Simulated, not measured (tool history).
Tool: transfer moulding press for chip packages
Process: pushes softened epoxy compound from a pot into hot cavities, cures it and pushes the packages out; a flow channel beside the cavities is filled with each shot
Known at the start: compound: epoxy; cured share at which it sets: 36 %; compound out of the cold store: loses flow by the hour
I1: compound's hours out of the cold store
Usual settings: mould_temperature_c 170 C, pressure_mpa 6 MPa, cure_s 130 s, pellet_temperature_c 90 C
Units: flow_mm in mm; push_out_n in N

{"run": 1, "hour": 0.0, "mould_temperature_c": 170, "pressure_mpa": 6, "cure_s": 130, "pellet_temperature_c": 90, "I1": 40.4, "flow_mm": 676, "push_out_n": 297}
{"run": 2, "hour": 39.1, "mould_temperature_c": 170, "pressure_mpa": 6, "cure_s": 130, "pellet_temperature_c": 90, "I1": 45, "flow_mm": 666, "push_out_n": 403}
{"hour": 80.6, "done": "cavities cleaned with cleaning compound and waxed"}
{"run": 3, "hour": 86.3, "mould_temperature_c": 170, "pressure_mpa": 6, "cure_s": 130, "pellet_temperature_c": 90, "I1": 15.9, "flow_mm": 710, "push_out_n": 573}
{"run": 4, "hour": 132.8, "mould_temperature_c": 170, "pressure_mpa": 5.66, "cure_s": 130, "pellet_temperature_c": 90, "I1": 9.7, "flow_mm": 705, "push_out_n": 552}
{"hour": 160.4, "done": "cavities cleaned with cleaning compound and waxed"}
{"run": 5, "hour": 168.0, "mould_temperature_c": 170, "pressure_mpa": 5.66, "cure_s": 130, "pellet_temperature_c": 90, "I1": 24.7, "flow_mm": 675, "push_out_n": 313}
{"run": 6, "hour": 204.7, "mould_temperature_c": 170, "pressure_mpa": 5.66, "cure_s": 130, "pellet_temperature_c": 90, "I1": 38, "flow_mm": 646, "push_out_n": 410}
{"hour": 236.7, "done": "cavities cleaned with cleaning compound and waxed"}
{"run": 7, "hour": 260.7, "mould_temperature_c": 170, "pressure_mpa": 5.66, "cure_s": 130, "pellet_temperature_c": 90, "I1": 20.5, "flow_mm": 674, "push_out_n": 361}
{"hour": 314.3, "done": "cavities cleaned with cleaning compound and waxed"}
{"run": 8, "hour": 323.7, "mould_temperature_c": 170, "pressure_mpa": 6.26, "cure_s": 130, "pellet_temperature_c": 90, "I1": 19.6, "flow_mm": 702, "push_out_n": 312}
{"hour": 364.0, "done": "mould's thermocouples calibrated"}
{"hour": 366.5, "done": "plunger's sealing rings changed"}
{"hour": 380.5, "done": "cavities cleaned with cleaning compound and waxed, once more"}
{"run": 9, "hour": 392.3, "mould_temperature_c": 170, "pressure_mpa": 6, "cure_s": 130, "pellet_temperature_c": 90, "I1": 26.1, "flow_mm": 709, "push_out_n": 346}
{"run": 10, "hour": 440.3, "mould_temperature_c": 170, "pressure_mpa": 6, "cure_s": 130, "pellet_temperature_c": 90, "I1": 36.9, "flow_mm": 684, "push_out_n": 465}
{"hour": 457.9, "done": "cavities cleaned with cleaning compound and waxed"}
{"run": 11, "hour": 471.2, "mould_temperature_c": 170, "pressure_mpa": 6, "cure_s": 130, "pellet_temperature_c": 90, "I1": 9.1, "flow_mm": 732, "push_out_n": 344}
{"hour": 536.2, "done": "cavities cleaned with cleaning compound and waxed"}
{"run": 12, "hour": 536.2, "mould_temperature_c": 170, "pressure_mpa": 6, "cure_s": 130, "pellet_temperature_c": 90, "I1": 37.8, "flow_mm": 676, "push_out_n": 302}
{"run": 13, "hour": 571.9, "mould_temperature_c": 170, "pressure_mpa": 5.74, "cure_s": 130, "pellet_temperature_c": 90, "I1": 31.7, "flow_mm": 668, "push_out_n": 413}
{"hour": 613.5, "done": "cavities cleaned with cleaning compound and waxed"}
{"run": 14, "hour": 619.4, "mould_temperature_c": 170, "pressure_mpa": 5.74, "cure_s": 130, "pellet_temperature_c": 90, "I1": 8.1, "flow_mm": 706, "push_out_n": 346}
{"run": 15, "hour": 679.5, "mould_temperature_c": 170, "pressure_mpa": 5.74, "cure_s": 130, "pellet_temperature_c": 90, "I1": 42.1, "flow_mm": 642, "push_out_n": 474}
{"hour": 691.2, "done": "cavities cleaned with cleaning compound and waxed"}
{"run": 16, "hour": 719.6, "mould_temperature_c": 168, "pressure_mpa": 5.18, "cure_s": 130, "pellet_temperature_c": 90, "I1": 26.6, "flow_mm": 638, "push_out_n": 404}
{"hour": 767.9, "done": "cavities cleaned with cleaning compound and waxed"}
{"hour": 774.7, "done": "plunger's sealing rings changed"}
{"run": 17, "hour": 791.9, "mould_temperature_c": 171, "pressure_mpa": 6, "cure_s": 121, "pellet_temperature_c": 82, "I1": 46.3, "flow_mm": 672, "push_out_n": 400}
{"hour": 849.6, "done": "cavities cleaned with cleaning compound and waxed"}
{"run": 18, "hour": 849.6, "mould_temperature_c": 171, "pressure_mpa": 5.27, "cure_s": 153, "pellet_temperature_c": 100, "I1": 31.1, "flow_mm": 647, "push_out_n": 278}
{"run": 19, "hour": 884.2, "mould_temperature_c": 171, "pressure_mpa": 5.27, "cure_s": 153, "pellet_temperature_c": 99, "I1": 34.7, "flow_mm": 639, "push_out_n": 366}
{"run": 20, "hour": 921.9, "mould_temperature_c": 171, "pressure_mpa": 5.27, "cure_s": 153, "pellet_temperature_c": 88, "I1": 44.6, "flow_mm": 623, "push_out_n": 446}
{"hour": 929.7, "done": "cavities cleaned with cleaning compound and waxed"}
{"run": 21, "hour": 958.0, "mould_temperature_c": 170, "pressure_mpa": 6, "cure_s": 165, "pellet_temperature_c": 90, "I1": 24.5, "flow_mm": 701, "push_out_n": 356}
{"hour": 1009.4, "done": "cavities cleaned with cleaning compound and waxed"}
{"run": 22, "hour": 1024.2, "mould_temperature_c": 170, "pressure_mpa": 6, "cure_s": 165, "pellet_temperature_c": 90, "I1": 44.3, "flow_mm": 657, "push_out_n": 310}
{"hour": 1087.7, "done": "cavities cleaned with cleaning compound and waxed"}
{"run": 23, "hour": 1091.5, "mould_temperature_c": 166, "pressure_mpa": 6.27, "cure_s": 165, "pellet_temperature_c": 81, "I1": 45.4, "flow_mm": 671, "push_out_n": 281}
{"run": 24, "hour": 1124.9, "mould_temperature_c": 166, "pressure_mpa": 5.55, "cure_s": 165, "pellet_temperature_c": 83, "I1": 17.8, "flow_mm": 678, "push_out_n": 377}
{"hour": 1167.4, "done": "cavities cleaned with cleaning compound and waxed"}
{"run": 25, "hour": 1168.8, "mould_temperature_c": 170, "pressure_mpa": 6.1, "cure_s": 130, "pellet_temperature_c": 91, "I1": 22.6, "flow_mm": 688, "push_out_n": 296}
{"hour": 1177.8, "done": "plunger's sealing rings changed"}
{"run": 26, "hour": 1207.2, "mould_temperature_c": 168, "pressure_mpa": 6.1, "cure_s": 130, "pellet_temperature_c": 91, "I1": 39.6, "flow_mm": 690, "push_out_n": 414}

4 ways to go on from here, each from the tool as it stands after run 26. What would each give?
{"hour": 1247.8, "done": "cavities cleaned with cleaning compound and waxed"}
{"run": "A", "hour": 1263.7, "mould_temperature_c": 170, "pressure_mpa": 4.59, "cure_s": 130, "pellet_temperature_c": 90, "I1": 9.6, "flow_mm": "?", "push_out_n": "?"}
{"hour": 1247.8, "done": "cavities cleaned with cleaning compound and waxed"}
{"run": "B", "hour": 1263.7, "mould_temperature_c": 168, "pressure_mpa": 5.69, "cure_s": 130, "pellet_temperature_c": 91, "I1": 28.2, "flow_mm": "?", "push_out_n": "?"}
{"hour": 1247.8, "done": "cavities cleaned with cleaning compound and waxed"}
{"run": "C", "hour": 1263.7, "mould_temperature_c": 170, "pressure_mpa": 6.1, "cure_s": 161, "pellet_temperature_c": 99, "I1": 19, "flow_mm": "?", "push_out_n": "?"}
{"hour": 1247.8, "done": "cavities cleaned with cleaning compound and waxed"}
{"run": "D", "hour": 1263.7, "mould_temperature_c": 169, "pressure_mpa": 6, "cure_s": 130, "pellet_temperature_c": 92, "I1": 15.6, "flow_mm": "?", "push_out_n": "?"}

run=A flow_mm=637 push_out_n=347
run=B flow_mm=684 push_out_n=387
run=C flow_mm=722 push_out_n=319
run=D flow_mm=721 push_out_n=357
Without the tool's hidden state the same runs would have given:
run=A flow_mm=645 push_out_n=294
run=B flow_mm=693 push_out_n=331
run=C flow_mm=731 push_out_n=264
run=D flow_mm=730 push_out_n=303

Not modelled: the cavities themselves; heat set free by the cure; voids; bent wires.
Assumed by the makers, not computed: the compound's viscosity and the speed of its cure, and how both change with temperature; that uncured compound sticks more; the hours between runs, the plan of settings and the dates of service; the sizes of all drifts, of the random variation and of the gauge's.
